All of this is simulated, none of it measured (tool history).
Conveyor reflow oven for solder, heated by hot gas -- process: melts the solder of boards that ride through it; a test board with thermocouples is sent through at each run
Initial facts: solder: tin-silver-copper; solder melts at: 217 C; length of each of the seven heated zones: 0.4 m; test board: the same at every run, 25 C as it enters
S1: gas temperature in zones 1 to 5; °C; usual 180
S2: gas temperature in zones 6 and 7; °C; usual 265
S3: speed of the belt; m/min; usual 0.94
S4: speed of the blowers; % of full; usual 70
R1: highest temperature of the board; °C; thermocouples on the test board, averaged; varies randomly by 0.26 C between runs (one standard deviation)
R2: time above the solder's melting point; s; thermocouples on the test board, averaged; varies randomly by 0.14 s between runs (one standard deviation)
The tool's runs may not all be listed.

run	day	S1	S2	S3	S4	R1	R2
1	0	180	265	0.94	70	251.1	39.3
2	1.829	180	265	1.071	70	247.4	32.1
3	2.954	180	265	0.786	70	255.5	50.7
4	4.55	180	265	0.94	70	251	39.3
5	5.8	180	265	1.094	70	246.3	30.9
6	6.808	168	265	0.94	70	249	35.6
7	8.096	180	265	0.94	70	250.9	39.2
8	9.392	170	265	0.94	70	249.6	35.9
9	11.512	170	265	0.94	70	249.6	35.8
10	12.675	185	265	0.94	70	252.2	41.2
11	13.783	185	265	0.94	70	251.5	41
12	14.683	180	256	0.94	70	243.1	35.2
13	15.858	180	256	0.94	70	243.1	35.2
14	16.825	180	256	0.94	70	243.9	35.2
15	17.9	180	256	0.94	70	243.6	35.3
16	18.821	180	256	0.94	70	243.6	35.2
17	20.738	180	269	0.94	70	254.3	40.8
18	22.496	180	269	0.861	70	257.2	46.2
19	24.317	180	269	0.861	70	257.2	46.3
20	25.408	168	254	0.939	70	239.5	29.9
21	26.6	180	265	0.84	57	251.9	44.3
22	28.329	180	265	0.84	57	251.3	44.3
23	29.688	180	255	0.825	54	242.7	39.7
24	31.3	180	255	0.825	54	242.5	39.8
25	32.371	181	258	0.94	70	245	36.8
26	33.525	192	268	0.908	74	257.7	47.2
27	35.354	189	260	1.029	71	246.4	35.6
28	37.029	180	265	0.839	70	254	46.1
29	38.892	180	265	0.764	64	255	51.8
30	39.675	180	265	0.764	64	255.7	51.5
31	41.421	169	265	0.811	64	252.3	43.9

Not shown here: 1 entry made in the log between runs. Locate each between two listed runs and compare the hidden state at the listed run before it with the hidden state at the listed run after it:
Logged between run 8 and run 9: flux residue cleaned out of gas plates and filters (day 11.512)
  heat that the gas passes to the board, % of a clean oven's: 99.5 -> 100; true gas temperature in zones 6 and 7 over the reading, C: 0.1 -> 0.11
